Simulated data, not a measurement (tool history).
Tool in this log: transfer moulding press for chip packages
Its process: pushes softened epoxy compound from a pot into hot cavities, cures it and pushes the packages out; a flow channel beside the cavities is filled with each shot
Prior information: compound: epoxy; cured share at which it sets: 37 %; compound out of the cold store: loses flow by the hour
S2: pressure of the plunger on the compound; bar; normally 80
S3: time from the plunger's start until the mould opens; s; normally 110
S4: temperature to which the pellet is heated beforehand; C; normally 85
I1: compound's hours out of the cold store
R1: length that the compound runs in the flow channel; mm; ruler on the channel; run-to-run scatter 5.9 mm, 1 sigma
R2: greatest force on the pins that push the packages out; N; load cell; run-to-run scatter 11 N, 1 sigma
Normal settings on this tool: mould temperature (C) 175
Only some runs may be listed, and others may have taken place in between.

run 1 day=0 | mould_temperature_(C)=175 S2=80 S3=110 S4=85 | I1=44 | R1=628 R2=516
-- day=2.15 cavities cleaned with cleaning compound and waxed
run 2 day=3.212 | mould_temperature_(C)=175 S2=80 S3=110 S4=85 | I1=31.6 | R1=663 R2=499
-- day=6.304 cavities cleaned with cleaning compound and waxed
run 3 day=7.196 | mould_temperature_(C)=180 S2=80 S3=110 S4=85 | I1=37.9 | R1=627 R2=456
run 4 day=10.179 | mould_temperature_(C)=180 S2=80 S3=110 S4=85 | I1=32 | R1=648 R2=462
-- day=10.617 cavities cleaned with cleaning compound and waxed
-- day=13.192 plunger's sealing rings changed
run 5 day=13.192 | mould_temperature_(C)=180 S2=80 S3=110 S4=85 | I1=14.8 | R1=700 R2=488
-- day=14.908 cavities cleaned with cleaning compound and waxed
run 6 day=16.767 | mould_temperature_(C)=180 S2=80 S3=110 S4=85 | I1=23.1 | R1=665 R2=461
-- day=19.175 cavities cleaned with cleaning compound and waxed
-- day=19.538 mould's thermocouples calibrated
run 7 day=20.217 | mould_temperature_(C)=175 S2=80 S3=122 S4=85 | I1=18.8 | R1=706 R2=491

For run 8, what comes out?
run 8 day=22.671 | mould_temperature_(C)=171 S2=68.7 S3=133 S4=92 | I1=16.3 | R1=? R2=?

R1: 677 mm
R2: 505 N
With the hidden condition absent and the run-to-run variation left alone, this run would have shown R1 677 mm, R2 501 N.
